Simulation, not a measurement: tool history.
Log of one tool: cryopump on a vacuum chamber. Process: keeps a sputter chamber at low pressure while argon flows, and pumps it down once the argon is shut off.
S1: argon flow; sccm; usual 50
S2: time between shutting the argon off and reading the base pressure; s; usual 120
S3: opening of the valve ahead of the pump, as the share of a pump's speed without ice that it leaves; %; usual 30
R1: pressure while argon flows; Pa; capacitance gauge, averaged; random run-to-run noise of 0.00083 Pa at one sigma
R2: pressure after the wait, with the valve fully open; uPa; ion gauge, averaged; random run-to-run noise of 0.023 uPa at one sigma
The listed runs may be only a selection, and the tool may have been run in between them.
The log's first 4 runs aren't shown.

run	day	S1	S2	S3	R1	R2
5	8.796	50	120	30	0.1796	1.01
6	11.721	50	120	30	0.1827	1.07
7	14.238	50	120	30	0.1827	1.08
8	17.746	50	120	30	0.1859	1.17
9	19.662	50	120	30	0.1874	1.22
10	21.225	50	120	30	0.1880	1.24
# day 23.362: pump warmed up, emptied and cooled again
11	23.867	50	120	15	0.3307	1.10
12	25.492	50	120	15	0.3287	1.07
13	28.817	50	120	15	0.3303	1.15
14	30.775	50	120	15	0.3339	1.21
15	32.425	50	120	15	0.3338	1.21
16	35.621	50	120	15	0.3387	1.28
17	37.425	50	120	15	0.3367	1.29
18	40.692	50	120	15	0.3402	1.36
19	43.125	50	120	15	0.3357	1.33
20	45.788	50	120	15	0.3402	1.48
21	47.271	50	120	15	0.3426	1.53
22	49.400	50	120	20	0.2592	1.49
23	52.933	26	41	30	0.0939	2.87
24	54.379	26	38	30	0.0943	3.03
25	56.271	26	38	30	0.0942	3.05
26	59.000	25	84	52	0.0566	2.06
27	60.779	50	65	53	0.1120	2.33
28	62.729	50	35	18	0.2943	3.49
29	65.725	50	197	48	0.1257	1.69

Run 30 comes next. What will it give?
# day 67.321: pump warmed up, emptied and cooled again
30	68.138	50	138	30	?	?

Run 30 measured R1 0.1667 Pa, R2 1.50 uPa.
With no hidden state in the tool, this same run would have given R1 0.1653 Pa, R2 0.73 uPa.
